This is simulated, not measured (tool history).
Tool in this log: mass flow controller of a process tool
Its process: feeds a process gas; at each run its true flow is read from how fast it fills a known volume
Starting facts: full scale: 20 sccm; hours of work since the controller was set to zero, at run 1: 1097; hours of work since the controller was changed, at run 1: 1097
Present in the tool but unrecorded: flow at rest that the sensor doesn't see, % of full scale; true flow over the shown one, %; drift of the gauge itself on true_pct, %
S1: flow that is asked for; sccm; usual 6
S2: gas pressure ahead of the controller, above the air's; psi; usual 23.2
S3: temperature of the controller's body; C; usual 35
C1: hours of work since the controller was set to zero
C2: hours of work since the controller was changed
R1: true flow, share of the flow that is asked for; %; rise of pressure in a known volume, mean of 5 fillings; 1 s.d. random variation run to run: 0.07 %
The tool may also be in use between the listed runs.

| run | hour | S1 | S2 | S3 | C1 | C2 | R1 |
|---|---|---|---|---|---|---|---|
| 1 | 0 | 6 | 23.2 | 35 | 1097 | 1097 | 98.23 |
| 2 | 270.2 | 6 | 23.2 | 35 | 1228 | 1228 | 98 |
| 3 | 562.2 | 6 | 23.2 | 35 | 1369 | 1369 | 98.15 |
| 4 | 721.2 | 6 | 23.2 | 35 | 1445 | 1445 | 97.94 |
| 5 | 1014.7 | 6 | 23.2 | 35 | 1587 | 1587 | 97.96 |
| 6 | 1205.4 | 12 | 30.6 | 29 | 1679 | 1679 | 98.8 |
| 7 | 1501.2 | 12 | 25.8 | 28 | 1822 | 1822 | 98.95 |
| 8 | 1793.6 | 3 | 25.8 | 26 | 1963 | 1963 | 97.75 |
| 9 | 1994.4 | 17 | 23.2 | 27 | 2060 | 2060 | 99.53 |
| 10 | 2225.4 | 6 | 39.7 | 24 | 2172 | 2172 | 98.23 |

Results for each run, recomputed without the tool's hidden state and with each run's random variation untouched:
| run | R1 |
|---|---|
| 1 | 98.59 |
| 2 | 98.43 |
| 3 | 98.65 |
| 4 | 98.47 |
| 5 | 98.57 |
| 6 | 99.16 |
| 7 | 99.36 |
| 8 | 99.23 |
| 9 | 99.92 |
| 10 | 99.14 |
